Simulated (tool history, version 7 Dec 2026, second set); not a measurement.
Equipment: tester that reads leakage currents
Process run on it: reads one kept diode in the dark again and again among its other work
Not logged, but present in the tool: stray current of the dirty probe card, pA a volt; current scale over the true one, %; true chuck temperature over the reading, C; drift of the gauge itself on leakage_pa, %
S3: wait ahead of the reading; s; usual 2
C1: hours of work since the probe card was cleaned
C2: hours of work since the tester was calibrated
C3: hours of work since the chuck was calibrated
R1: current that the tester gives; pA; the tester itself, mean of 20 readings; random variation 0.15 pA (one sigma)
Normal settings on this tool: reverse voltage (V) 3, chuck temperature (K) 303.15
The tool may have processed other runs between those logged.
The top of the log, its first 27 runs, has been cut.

{"run": 28, "hour": 929.9, "reverse voltage (V)": 9.23, "chuck temperature (K)": 303.15, "S3": 2.98, "C1": 433, "C2": 529, "C3": 39, "R1": 64.56}
{"hour": 951.9, "done": "chuck's temperature calibrated, once more"}
{"run": 29, "hour": 969.5, "reverse voltage (V)": 1.03, "chuck temperature (K)": 295.15, "S3": 2.98, "C1": 448, "C2": 544, "C3": 7, "R1": 14.22}
{"run": 30, "hour": 1008.2, "reverse voltage (V)": 3, "chuck temperature (K)": 303.15, "S3": 4.66, "C1": 464, "C2": 560, "C3": 23, "R1": 49.82}
{"run": 31, "hour": 1052.4, "reverse voltage (V)": 1.45, "chuck temperature (K)": 303.15, "S3": 6.03, "C1": 482, "C2": 577, "C3": 40, "R1": 35.08}
{"run": 32, "hour": 1080.4, "reverse voltage (V)": 18.26, "chuck temperature (K)": 303.15, "S3": 0.63, "C1": 493, "C2": 589, "C3": 52, "R1": 120.3}
{"run": 33, "hour": 1123.4, "reverse voltage (V)": 8.38, "chuck temperature (K)": 322.15, "S3": 8.27, "C1": 510, "C2": 606, "C3": 69, "R1": 412.37}
{"run": 34, "hour": 1157.6, "reverse voltage (V)": 3, "chuck temperature (K)": 307.15, "S3": 2, "C1": 524, "C2": 620, "C3": 83, "R1": 71.15}
{"run": 35, "hour": 1196.0, "reverse voltage (V)": 3.06, "chuck temperature (K)": 313.15, "S3": 0.35, "C1": 540, "C2": 635, "C3": 98, "R1": 121.23}
{"run": 36, "hour": 1238.6, "reverse voltage (V)": 1.39, "chuck temperature (K)": 308.15, "S3": 5.94, "C1": 557, "C2": 652, "C3": 115, "R1": 53.79}
{"run": 37, "hour": 1275.5, "reverse voltage (V)": 6.43, "chuck temperature (K)": 319.15, "S3": 0.67, "C1": 572, "C2": 667, "C3": 130, "R1": 284.31}
{"run": 38, "hour": 1298.4, "reverse voltage (V)": 6.43, "chuck temperature (K)": 319.15, "S3": 0.67, "C1": 581, "C2": 676, "C3": 139, "R1": 284.75}
{"run": 39, "hour": 1325.5, "reverse voltage (V)": 6.43, "chuck temperature (K)": 319.15, "S3": 0.67, "C1": 592, "C2": 687, "C3": 150, "R1": 283.88}
{"run": 40, "hour": 1369.8, "reverse voltage (V)": 19.13, "chuck temperature (K)": 301.15, "S3": 0.81, "C1": 610, "C2": 705, "C3": 168, "R1": 102.58}

Here are 4 independent what-if runs from the current tool condition. What would each one return?
{"run": "A", "hour": 1406.0, "reverse voltage (V)": 5.53, "chuck temperature (K)": 300.15, "S3": 0.67, "C1": 624, "C2": 720, "C3": 183, "R1": "?"}
{"run": "B", "hour": 1406.0, "reverse voltage (V)": 3.63, "chuck temperature (K)": 313.15, "S3": 3.32, "C1": 624, "C2": 720, "C3": 183, "R1": "?"}
{"run": "C", "hour": 1406.0, "reverse voltage (V)": 1.4, "chuck temperature (K)": 320.15, "S3": 1.2, "C1": 624, "C2": 720, "C3": 183, "R1": "?"}
{"run": "D", "hour": 1406.0, "reverse voltage (V)": 15.07, "chuck temperature (K)": 306.15, "S3": 0.81, "C1": 624, "C2": 720, "C3": 183, "R1": "?"}

run=A R1=50.59
run=B R1=130.63
run=C R1=149.86
run=D R1=141.42
The same runs, with their run-to-run variation unchanged, on a tool lacking any hidden condition would have given:
run=A R1=49.39
run=B R1=130.15
run=C R1=149.98
run=D R1=138.16
